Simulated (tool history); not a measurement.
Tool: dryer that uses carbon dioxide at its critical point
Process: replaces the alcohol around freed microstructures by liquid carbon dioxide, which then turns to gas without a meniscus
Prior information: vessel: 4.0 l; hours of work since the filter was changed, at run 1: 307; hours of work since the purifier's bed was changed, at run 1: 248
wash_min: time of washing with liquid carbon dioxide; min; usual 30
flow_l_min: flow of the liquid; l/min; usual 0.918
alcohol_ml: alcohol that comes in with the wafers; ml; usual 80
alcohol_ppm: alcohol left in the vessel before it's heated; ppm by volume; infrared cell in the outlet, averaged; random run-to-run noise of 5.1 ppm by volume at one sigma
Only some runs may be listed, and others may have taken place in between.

| run | hour | wash_min | flow_l_min | alcohol_ml | hours of work since the filter was changed | hours of work since the purifier's bed was changed | alcohol_ppm |
|---|---|---|---|---|---|---|---|
| 1 | 0.0 | 30 | 0.918 | 80 | 307 | 248 | 159 |
| 2 | 55.5 | 30 | 1.084 | 80 | 347 | 288 | 98 |
| 3 | 81.5 | 30 | 1.084 | 80 | 366 | 306 | 96 |
| 4 | 134.2 | 30 | 1.084 | 80 | 403 | 344 | 114 |
| 5 | 187.8 | 30 | 0.918 | 80 | 442 | 383 | 205 |
| 6 | 219.4 | 30 | 0.918 | 80 | 465 | 406 | 191 |
| 7 | 276.1 | 30 | 0.918 | 80 | 506 | 446 | 201 |
| 8 | 328.3 | 30 | 0.918 | 80 | 543 | 484 | 219 |
|  | 375.1 | inlet filter changed |
| 9 | 378.3 | 28 | 0.823 | 65 | 2 | 519 | 281 |
| 10 | 429.6 | 47 | 0.918 | 80 | 39 | 556 | 114 |
| 11 | 481.3 | 47 | 0.918 | 80 | 76 | 593 | 125 |
|  | 503.3 | purifier's bed changed |
| 12 | 509.9 | 26 | 0.610 | 26 | 95 | 5 | 322 |
| 13 | 536.4 | 30 | 0.601 | 21 | 114 | 24 | 178 |
| 14 | 590.6 | 30 | 0.601 | 21 | 153 | 63 | 193 |
| 15 | 647.6 | 40 | 0.755 | 89 | 194 | 104 | 101 |
| 16 | 691.2 | 45 | 1.267 | 30 | 225 | 135 | 29 |

3 options for the next run, each taken on its own from the tool as it stands now. Forecast them:
| A | 718.9 | 30 | 1.002 | 80 | 245 | 155 | ? |
| B | 718.9 | 30 | 0.918 | 68 | 245 | 155 | ? |
| C | 718.9 | 28 | 1.267 | 30 | 245 | 155 | ? |

| run | alcohol_ppm |
|---|---|
| A | 99 |
| B | 120 |
| C | 44 |
Stripped of hidden state, with their random variation kept, the same runs would have yielded:
| run | alcohol_ppm |
|---|---|
| A | 53 |
| B | 68 |
| C | 9 |
